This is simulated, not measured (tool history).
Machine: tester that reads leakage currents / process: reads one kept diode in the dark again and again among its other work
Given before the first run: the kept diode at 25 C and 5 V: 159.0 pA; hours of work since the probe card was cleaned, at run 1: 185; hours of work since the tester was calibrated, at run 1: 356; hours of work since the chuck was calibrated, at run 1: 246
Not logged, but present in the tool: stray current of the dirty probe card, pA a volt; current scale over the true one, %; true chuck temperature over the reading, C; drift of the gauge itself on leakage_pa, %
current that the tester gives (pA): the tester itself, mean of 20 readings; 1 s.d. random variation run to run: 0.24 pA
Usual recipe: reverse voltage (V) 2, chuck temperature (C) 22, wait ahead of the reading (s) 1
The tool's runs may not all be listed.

run,hour,reverse voltage (V),chuck temperature (C),wait ahead of the reading (s),hours of work since the probe card was cleaned,hours of work since the tester was calibrated,hours of work since the chuck was calibrated,current that the tester gives (pA)
1,0,2,22,1,185,356,246,81.09
2,38.9,2,22,1,215,385,275,81.88
3,84.7,2,22,1,249,420,309,83.48
4,134.8,2,22,1,287,457,347,83.89
5,179.5,2,22,1,320,491,380,84.59
6,229,2,55,1,357,528,417,1213.32
7,253.1,2,55,1,375,546,436,1226.42
8,295.2,2,22,1,407,578,467,86.95
9,330.2,2,22,1,433,604,493,87.25
10,364.8,2,22,1,459,630,519,88.29
11,416.7,2,22,1,498,669,558,89.14
12,445.3,2,22,6.7,520,690,580,89.36
13,502.2,5.21,22,1,562,733,622,150.07
# hour 529.3: chuck's temperature calibrated
14,534.6,5.21,22,1,585,756,4,127.18
15,563.9,2,22,1,607,778,26,78.23
16,617.6,2,22,1,647,818,66,79.05
17,648.1,2,28,1,670,841,89,134.52
18,690.1,2,22,1,702,873,121,80.37
19,725.6,2,22,8.7,728,899,147,80.27
20,755.4,2,22,8.7,751,922,170,80.95
21,801.3,1.3,22,1,785,956,204,65.7
22,834.9,4.84,52,1,810,981,229,1482.69
23,887.8,4.79,22,1,850,1021,269,130.81
24,933.8,4.79,22,1,885,1055,304,132.95
25,974.1,4.79,26,1,915,1086,334,189.29
26,1002,1.44,21,1,936,1107,355,66.2
27,1054.9,6.43,29,0.67,976,1146,394,293.62
28,1089.8,2.11,22,5.32,1002,1173,421,90.19

Run 29, settings as shown, results not yet in. Your forecast:
29,1123.3,1.78,33,0.31,1027,1198,446,?

current that the tester gives (pA): 214.1
On a tool with no hidden condition, and with the same random variation, this run would have come out at current that the tester gives (pA) 188.87.
